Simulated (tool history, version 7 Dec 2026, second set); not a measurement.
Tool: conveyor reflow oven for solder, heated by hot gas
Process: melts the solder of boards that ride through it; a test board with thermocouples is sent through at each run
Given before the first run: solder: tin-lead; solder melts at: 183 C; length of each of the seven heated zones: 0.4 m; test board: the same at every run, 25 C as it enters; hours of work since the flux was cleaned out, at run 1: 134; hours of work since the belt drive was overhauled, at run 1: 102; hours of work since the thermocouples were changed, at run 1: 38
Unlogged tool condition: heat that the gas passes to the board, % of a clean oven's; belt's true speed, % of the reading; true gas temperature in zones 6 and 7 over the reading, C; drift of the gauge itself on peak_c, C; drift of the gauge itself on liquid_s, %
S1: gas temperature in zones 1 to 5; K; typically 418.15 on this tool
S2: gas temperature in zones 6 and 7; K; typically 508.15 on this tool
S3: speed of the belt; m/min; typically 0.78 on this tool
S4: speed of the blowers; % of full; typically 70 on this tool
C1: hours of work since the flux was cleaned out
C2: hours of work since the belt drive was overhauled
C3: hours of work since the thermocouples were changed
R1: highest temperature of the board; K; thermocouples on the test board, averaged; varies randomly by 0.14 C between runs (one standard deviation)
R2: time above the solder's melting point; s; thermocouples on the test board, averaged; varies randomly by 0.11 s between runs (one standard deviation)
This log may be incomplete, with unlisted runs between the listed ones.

Run 1, day 0: usual settings; C1 134; C2 102; C3 38. Result: R1 487.65 K, R2 45.3 s.
Run 2, day 0.396: usual settings; C1 141; C2 109; C3 45. Result: R1 487.65 K, R2 45.4 s.
Run 3, day 0.729: usual settings; C1 147; C2 115; C3 50. Result: R1 487.45 K, R2 45.4 s.
Run 4, day 0.962: usual settings but S2 513.15 K; C1 151; C2 119; C3 54. Result: R1 491.65 K, R2 48.1 s.
Run 5, day 1.196: usual settings but S2 513.15 K; C1 155; C2 123; C3 58. Result: R1 491.55 K, R2 47.9 s.
Run 6, day 1.571: usual settings but S4 81 % of full; C1 161; C2 129; C3 65. Result: R1 489.95 K, R2 47.5 s.
Run 7, day 1.858: usual settings but S4 81 % of full; C1 166; C2 134; C3 70. Result: R1 490.15 K, R2 47.7 s.
Run 8, day 2.158: usual settings but S4 89 % of full; C1 171; C2 139; C3 75. Result: R1 491.75 K, R2 48.6 s.
At day 2.388: flux residue cleaned out of gas plates and filters.
Run 9, day 2.808: usual settings but S4 89 % of full; C1 7; C2 147; C3 82. Result: R1 491.35 K, R2 48.4 s.
Run 10, day 3.229: usual settings but S4 89 % of full; C1 14; C2 154; C3 90. Result: R1 491.45 K, R2 48.6 s.
At day 3.592: flux residue cleaned out of gas plates and filters, once more.
Run 11, day 3.796: usual settings but S1 425.15 K; C1 4; C2 160; C3 96. Result: R1 489.85 K, R2 49.7 s.
Run 12, day 4.042: usual settings; C1 8; C2 164; C3 100. Result: R1 488.45 K, R2 46 s.
Run 13, day 4.262: usual settings; C1 12; C2 168; C3 104. Result: R1 488.55 K, R2 46.2 s.
Run 14, day 4.5: usual settings; C1 16; C2 172; C3 108. Result: R1 488.35 K, R2 46 s.
Run 15, day 4.938: usual settings; C1 23; C2 180; C3 115. Result: R1 488.25 K, R2 46.1 s.
Run 16, day 5.225: usual settings; C1 28; C2 184; C3 120. Result: R1 488.35 K, R2 46.2 s.
Run 17, day 5.588: usual settings; C1 34; C2 191; C3 126. Result: R1 488.45 K, R2 46.1 s.
Run 18, day 6.012: usual settings; C1 41; C2 198; C3 134. Result: R1 488.25 K, R2 46.5 s.
Run 19, day 6.246: usual settings but S1 428.15 K, S3 0.929 m/min; C1 45; C2 202; C3 138. Result: R1 484.75 K, R2 38.5 s.
Run 20, day 6.688: usual settings but S1 428.15 K, S2 516.15 K, S3 0.688 m/min; C1 53; C2 209; C3 145. Result: R1 500.75 K, R2 64.2 s.
Run 21, day 7.158: usual settings but S3 0.662 m/min, S4 50 % of full; C1 61; C2 218; C3 153. Result: R1 487.45 K, R2 53.7 s.
Run 22, day 7.621: usual settings but S1 420.15 K, S3 0.73 m/min; C1 69; C2 226; C3 161. Result: R1 491.05 K, R2 52.1 s.
Run 23, day 8.062: usual settings but S1 427.15 K, S3 0.728 m/min; C1 77; C2 233; C3 169. Result: R1 492.25 K, R2 55.8 s.
Run 24, day 8.517: usual settings but S1 408.15 K, S2 523.15 K, S3 0.728 m/min, S4 65 % of full; C1 84; C2 241; C3 177. Result: R1 499.45 K, R2 53.5 s.
Run 25, day 8.767: usual settings but S1 409.15 K; C1 89; C2 245; C3 181. Result: R1 486.15 K, R2 41.9 s.
Run 26, day 9.004: usual settings but S1 408.15 K, S2 502.15 K, S3 0.73 m/min; C1 93; C2 249; C3 185. Result: R1 483.65 K, R2 42.6 s.
Run 27, day 9.242: usual settings but S1 408.15 K, S2 502.15 K, S3 0.73 m/min; C1 97; C2 253; C3 189. Result: R1 483.55 K, R2 42.6 s.
Run 28, day 9.7: usual settings but S1 408.15 K, S2 502.15 K, S3 0.754 m/min; C1 105; C2 261; C3 197. Result: R1 482.35 K, R2 40 s.
Run 29, day 9.946: usual settings but S1 423.15 K, S2 502.15 K, S3 0.754 m/min; C1 109; C2 265; C3 201. Result: R1 485.45 K, R2 47.7 s.
Run 30, day 10.162: usual settings but S4 86 % of full; C1 112; C2 269; C3 205. Result: R1 491.95 K, R2 48.8 s.

Describe how what the log doesn't record of the tool's condition differs between the last listed run preceding each entry between runs and the first listed run following it.
From run 8 to run 9: flux residue cleaned out of gas plates and filters (day 2.388)
  heat that the gas passes to the board, % of a clean oven's: 96.1 -> 95.3; belt's true speed, % of the reading: 100.02 -> 100.01; true gas temperature in zones 6 and 7 over the reading, C: -0.16 -> -0.13
  what was measured, less what the result would be without the hidden state, R1: -1.2 -> -1.5 K; R2: -0.9 -> -1 s
From run 10 to run 11: flux residue cleaned out of gas plates and filters, once more (day 3.592)
  heat that the gas passes to the board, % of a clean oven's: 95.1 -> 99.5; belt's true speed, % of the reading: 100.01 -> 100; true gas temperature in zones 6 and 7 over the reading, C: -0.11 -> -0.09
  what was measured, less what the result would be without the hidden state, R1: -1.5 -> -0.2 K; R2: -1.1 -> -0.1 s

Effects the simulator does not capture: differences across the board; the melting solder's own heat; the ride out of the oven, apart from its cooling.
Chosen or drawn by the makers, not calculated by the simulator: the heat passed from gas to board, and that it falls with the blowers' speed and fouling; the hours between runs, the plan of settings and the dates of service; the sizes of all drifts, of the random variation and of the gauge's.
